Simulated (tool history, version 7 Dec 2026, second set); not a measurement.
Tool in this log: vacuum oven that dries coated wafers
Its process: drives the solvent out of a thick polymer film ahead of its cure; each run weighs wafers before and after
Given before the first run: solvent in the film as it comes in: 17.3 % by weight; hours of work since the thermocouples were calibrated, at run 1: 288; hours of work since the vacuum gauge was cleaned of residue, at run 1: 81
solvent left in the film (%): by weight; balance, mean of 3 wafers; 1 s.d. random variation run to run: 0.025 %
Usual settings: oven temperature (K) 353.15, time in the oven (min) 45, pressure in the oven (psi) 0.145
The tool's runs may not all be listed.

run   hour  oven temperature (K)  time in the oven (min)  pressure in the oven (psi)  hours of work since the thermocouples were calibrated  hours of work since the vacuum gauge was cleaned of residue  solvent left in the film (%)
  1      0                353.15                      45                       0.145                                                    288                                                           81                          4.16
  2   10.9                353.15                      45                       0.145                                                    294                                                           87                          4.17
  3   22.1                353.15                      45                       0.086                                                    301                                                           94                          3.88
  4   34.3                353.15                      45                       0.086                                                    308                                                          101                          3.92
  5   44.8                353.15                      45                       0.086                                                    314                                                          107                          3.89
  6   52.7                346.15                      45                       0.145                                                    318                                                          111                          5.74
  7   59.9                346.15                      45                       0.145                                                    323                                                          115                          5.75
  8   69.8                346.15                      45                       0.145                                                    328                                                          121                          5.73
  9   82.6                346.15                      45                       0.145                                                    336                                                          128                          5.71
 10     92                346.15                      45                       0.145                                                    341                                                          134                          5.72
 11  109.5                346.15                      45                       0.145                                                    351                                                          144                           5.7
 12  123.2                362.15                      45                       0.145                                                    359                                                          152                          2.41
 13  136.9                362.15                      45                       0.145                                                    367                                                          160                          2.48
 14  147.7                362.15                      45                       0.145                                                    373                                                          166                          2.45
 15  161.9                353.15                      45                       0.145                                                    381                                                          174                          4.15
 16  175.4                353.15                      45                       0.145                                                    389                                                          182                          4.15
 17  183.2                353.15                      45                       0.145                                                    394                                                          187                          4.12
 18  200.5                353.15                      45                       0.145                                                    404                                                          197                          4.12
 19  217.6                353.15                      45                       0.145                                                    414                                                          206                          4.17
 20  227.6                353.15                      45                       0.212                                                    419                                                          212                          4.41
 21    235                353.15                      45                       0.212                                                    424                                                          216                          4.41
 22  245.4                353.15                      45                       0.212                                                    430                                                          222                          4.47
 23  261.2                353.15                      45                       0.212                                                    439                                                          232                          4.41
 24  274.6                353.15                      44                       0.212                                                    446                                                          239                          4.52

Run 25 comes next. What will it give?
 25  282.2                354.15                      48                       0.263                                                    451                                                          244                             ?

For run 25 the tool returned solvent left in the film (%) 4.12.
Had the tool carried no hidden state, the very same run would have given solvent left in the film (%) 4.3.

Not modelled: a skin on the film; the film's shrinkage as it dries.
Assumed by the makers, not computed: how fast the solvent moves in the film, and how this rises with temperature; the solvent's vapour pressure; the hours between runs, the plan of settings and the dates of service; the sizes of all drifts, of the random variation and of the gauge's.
